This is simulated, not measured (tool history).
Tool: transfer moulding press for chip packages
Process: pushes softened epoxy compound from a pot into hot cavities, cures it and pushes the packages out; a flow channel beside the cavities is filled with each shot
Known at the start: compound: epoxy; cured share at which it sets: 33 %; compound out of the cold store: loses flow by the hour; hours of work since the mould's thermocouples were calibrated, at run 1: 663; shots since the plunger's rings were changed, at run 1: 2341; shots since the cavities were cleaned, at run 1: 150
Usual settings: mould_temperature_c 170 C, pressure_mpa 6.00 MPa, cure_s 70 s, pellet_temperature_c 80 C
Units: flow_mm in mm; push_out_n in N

run   hour  mould_temperature_c  pressure_mpa  cure_s  pellet_temperature_c  hours of work since the mould's thermocouples were calibrated  shots since the plunger's rings were changed  shots since the cavities were cleaned  incoming compound's hours out of the cold store  flow_mm  push_out_n
  1    0.0                  170          6.00      70                    80                                                            663                                          2341                                    150                                             34.3      783         683
      16.0  -- mould's thermocouples calibrated
  2   27.3                  170          6.00      70                    80                                                              7                                          2727                                    536                                             17.8      861         747
  3   42.5                  170          6.00      70                    80                                                             16                                          2957                                    766                                             25.7      822         737
      53.8  -- cavities cleaned with cleaning compound and waxed
  4   60.2                  170          6.00      70                    80                                                             26                                          3204                                     97                                             26.0      822         711
      69.6  -- plunger's sealing rings changed
  5   84.7                  170          6.00      70                    80                                                             39                                           230                                    433                                             40.3      758         681
  6  108.3                  170          6.00      70                    85                                                             54                                           590                                    793                                             28.6      809         713
     117.6  -- cavities cleaned with cleaning compound and waxed
  7  139.4                  170          6.00      70                    85                                                             72                                          1040                                    332                                             19.6      853         717
  8  166.4                  170          6.00      70                    85                                                             88                                          1452                                    744                                             13.2      886         766
     176.9  -- cavities cleaned with cleaning compound and waxed
  9  186.3                  170          6.00      70                    85                                                             99                                          1732                                    144                                             45.4      732         645
 10  208.3                  170          6.00      70                    85                                                            113                                          2067                                    479                                             22.1      846         717
     236.8  -- cavities cleaned with cleaning compound and waxed
 11  241.1                  170          6.00      70                    85                                                            132                                          2544                                     65                                             14.5      882         729
 12  257.3                  170          6.00      70                    85                                                            142                                          2791                                    312                                             34.0      782         683
 13  272.5                  170          6.00      70                    85                                                            151                                          3022                                    543                                             46.4      729         679
 14  286.7                  170          6.00      70                    85                                                            160                                          3238                                    759                                             28.7      812         706
     293.0  -- plunger's sealing rings changed
     299.0  -- cavities cleaned with cleaning compound and waxed
 15  314.9                  170          4.82      77                    85                                                            174                                           309                                    241                                             30.5      717         586
 16  333.3                  177          4.54      70                    74                                                            186                                           591                                    523                                             47.6      617         533
     358.1  -- cavities cleaned with cleaning compound and waxed
 17  359.7                  173          7.04      63                    74                                                            201                                           969                                     24                                             41.0      807         751
 18  379.6                  177          6.70      70                    86                                                            213                                          1273                                    328                                             23.4      861         498
 19  396.0                  168          6.46      56                    86                                                            223                                          1523                                    578                                             34.7      819        1328
     417.6  -- cavities cleaned with cleaning compound and waxed
 20  419.1                  168          6.46      56                    86                                                            236                                          1852                                     23                                             37.8      801        1344
 21  446.7                  168          6.46      56                    86                                                            253                                          2273                                    444                                             18.6      896        1467
 22  459.5                  168          6.73      56                    87                                                            261                                          2468                                    639                                             12.4      952        1448
     478.2  -- cavities cleaned with cleaning compound and waxed
 23  487.2                  166          6.00      57                    87                                                            277                                          2867                                    137                                             29.6      815        1434
 24  502.3                  170          6.00      50                    79                                                            286                                          3097                                    367                                             33.4      787        1588
     519.0  -- plunger's sealing rings changed
 25  534.5                  170          6.00      50                    79                                                            304                                           235                                    818                                             13.1      892        1689
     540.8  -- cavities cleaned with cleaning compound and waxed
 26  562.8                  170          5.67      70                    80                                                            320                                           644                                    335                                             29.1      785         713
 27  576.1                  177          5.67      70                    84                                                            328                                           847                                    538                                             36.9      734         515

5 ways to go on from here, each from the tool as it stands after run 27. What would each give?
  A  593.4                  177          5.76      66                    84                                                            339                                          1111                                    802                                             16.6        ?           ?
  B  593.4                  169          6.88      70                    84                                                            339                                          1111                                    802                                              8.5        ?           ?
  C  593.4                  170          6.00      70                    71                                                            339                                          1111                                    802                                              9.5        ?           ?
  D  593.4                  171          7.25      70                    82                                                            339                                          1111                                    802                                             11.3        ?           ?
  E  593.4                  168          6.00      70                    80                                                            339                                          1111                                    802                                             41.1        ?           ?

run  flow_mm  push_out_n
  A      833         569
  B      982         799
  C      914         818
  D      987         697
  E      760         795
Without the tool's hidden state the same runs would have given:
run  flow_mm  push_out_n
  A      833         559
  B      982         785
  C      914         804
  D      987         685
  E      760         781

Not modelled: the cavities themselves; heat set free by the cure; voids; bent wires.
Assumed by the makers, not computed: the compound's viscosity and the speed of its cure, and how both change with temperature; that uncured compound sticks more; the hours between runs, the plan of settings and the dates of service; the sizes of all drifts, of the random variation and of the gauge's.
